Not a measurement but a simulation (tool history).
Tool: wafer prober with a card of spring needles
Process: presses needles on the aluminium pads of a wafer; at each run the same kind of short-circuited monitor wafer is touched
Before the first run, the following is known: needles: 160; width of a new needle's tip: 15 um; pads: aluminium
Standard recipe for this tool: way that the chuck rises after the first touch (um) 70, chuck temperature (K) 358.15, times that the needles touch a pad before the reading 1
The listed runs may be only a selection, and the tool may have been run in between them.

run	hour	way that the chuck rises after the first touch (um)	chuck temperature (K)	times that the needles touch a pad before the reading	resistance of one needle with its contact and lead (mohm)	way that a needle slides on the pad (um)
1	0	70	358.15	1	262	14.98
# hour 4.6: tips cleaned on abrasive film
# hour 22.3: tips cleaned on abrasive film
# hour 38.5: tips cleaned on abrasive film
2	40.5	70	312.15	1	181	15.08
# hour 55.4: tips cleaned on abrasive film
# hour 72: tips cleaned on abrasive film
3	84	70	312.15	1	270	14.96
# hour 90.9: tips cleaned on abrasive film
# hour 91.2: height of the first contact set anew
# hour 108.7: tips cleaned on abrasive film
4	120.5	70	312.15	1	270	14.63
# hour 125.3: tips cleaned on abrasive film
# hour 142: tips cleaned on abrasive film
5	142	70	312.15	1	149	14.65
# hour 157.9: tips cleaned on abrasive film
6	171.4	77	358.15	1	247	16.1
# hour 174.8: tips cleaned on abrasive film
# hour 191.7: tips cleaned on abrasive film
7	191.7	68	358.15	1	166	14.03
# hour 195.1: height of the first contact set anew, once more
# hour 207.6: tips cleaned on abrasive film
# hour 224.4: tips cleaned on abrasive film
8	224.4	68	358.15	1	162	15.05
# hour 240.8: tips cleaned on abrasive film
9	246.2	68	358.15	1	233	14.98
# hour 257.9: tips cleaned on abrasive film
10	265.2	70	358.15	1	234	15.33
# hour 274.3: tips cleaned on abrasive film
# hour 291.1: tips cleaned on abrasive film
11	303.5	60	358.15	1	304	13.1
# hour 306.9: tips cleaned on abrasive film
# hour 324.9: tips cleaned on abrasive film
# hour 341.9: tips cleaned on abrasive film
12	341.9	60	358.15	3	152	13.08
# hour 357.5: tips cleaned on abrasive film
13	364.9	70	358.15	1	245	15.27
# hour 374.4: tips cleaned on abrasive film
# hour 392.6: tips cleaned on abrasive film
14	397.9	70	358.15	1	226	15.06
# hour 410.4: tips cleaned on abrasive film
# hour 425.7: tips cleaned on abrasive film
15	431	87	358.15	1	199	18.91
# hour 442.7: tips cleaned on abrasive film
16	454.7	70	350.15	3	189	15.1
# hour 458.5: tips cleaned on abrasive film
# hour 476.5: tips cleaned on abrasive film
17	491.2	70	350.15	3	196	15.12
# hour 493.3: tips cleaned on abrasive film
# hour 510: tips cleaned on abrasive film
# hour 526.3: tips cleaned on abrasive film
18	526.3	70	358.15	1	159	15.07
# hour 543.6: tips cleaned on abrasive film
# hour 560.6: tips cleaned on abrasive film
19	562.6	70	358.15	1	194	14.96
# hour 579.2: tips cleaned on abrasive film
# hour 595.1: tips cleaned on abrasive film
20	599.5	59	310.15	2	207	12.56
# hour 611.9: tips cleaned on abrasive film
# hour 630.7: tips cleaned on abrasive film
21	645.1	79	358.15	2	209	16.84
# hour 648.4: tips cleaned on abrasive film
# hour 665.3: tips cleaned on abrasive film
22	675.8	64	358.15	1	301	13.5
# hour 681.7: tips cleaned on abrasive film
# hour 691.7: height of the first contact set anew
# hour 698.9: tips cleaned on abrasive film
# hour 715.7: tips cleaned on abrasive film
23	717.2	52	303.15	1	199	11.4
# hour 732.1: tips cleaned on abrasive film
# hour 748.4: tips cleaned on abrasive film
24	761.2	87	307.15	3	169	19.16
# hour 767.2: tips cleaned on abrasive film
# hour 784.1: tips cleaned on abrasive film
# hour 799.6: tips cleaned on abrasive film
25	799.6	53	307.15	1	153	11.52
# hour 815.8: tips cleaned on abrasive film
# hour 833.3: tips cleaned on abrasive film
26	835.9	70	299.15	1	203	15.32
# hour 848.9: tips cleaned on abrasive film
# hour 866.3: tips cleaned on abrasive film
27	870	70	328.15	1	203	15.26
# hour 883.2: tips cleaned on abrasive film
28	892.2	82	366.15	1	221	17.82
# hour 901.5: tips cleaned on abrasive film
# hour 918.8: tips cleaned on abrasive film
29	933.5	82	366.15	1	253	17.79
# hour 937.4: tips cleaned on abrasive film
# hour 954.3: tips cleaned on abrasive film
# hour 972: tips cleaned on abrasive film
30	977.1	82	366.15	1	201	17.72

Below are 4 alternative next runs, each starting from the tool's condition after run 30. Predict each:
# hour 989.2: tips cleaned on abrasive film
# hour 1006.2: tips cleaned on abrasive film
A	1006.2	63	330.15	1	?	?
# hour 989.2: tips cleaned on abrasive film
# hour 1006.2: tips cleaned on abrasive film
B	1006.2	82	371.15	1	?	?
# hour 989.2: tips cleaned on abrasive film
# hour 1006.2: tips cleaned on abrasive film
C	1006.2	82	394.15	1	?	?
# hour 989.2: tips cleaned on abrasive film
# hour 1006.2: tips cleaned on abrasive film
D	1006.2	82	333.15	1	?	?

run	resistance of one needle with its contact and lead (mohm)	way that a needle slides on the pad (um)
A	159	13.53
B	155	17.7
C	157	17.52
D	149	17.56
Without the tool's unlogged condition, the same runs would have read:
run	resistance of one needle with its contact and lead (mohm)	way that a needle slides on the pad (um)
A	141	13.9
B	144	18.07
C	146	17.88
D	138	17.93
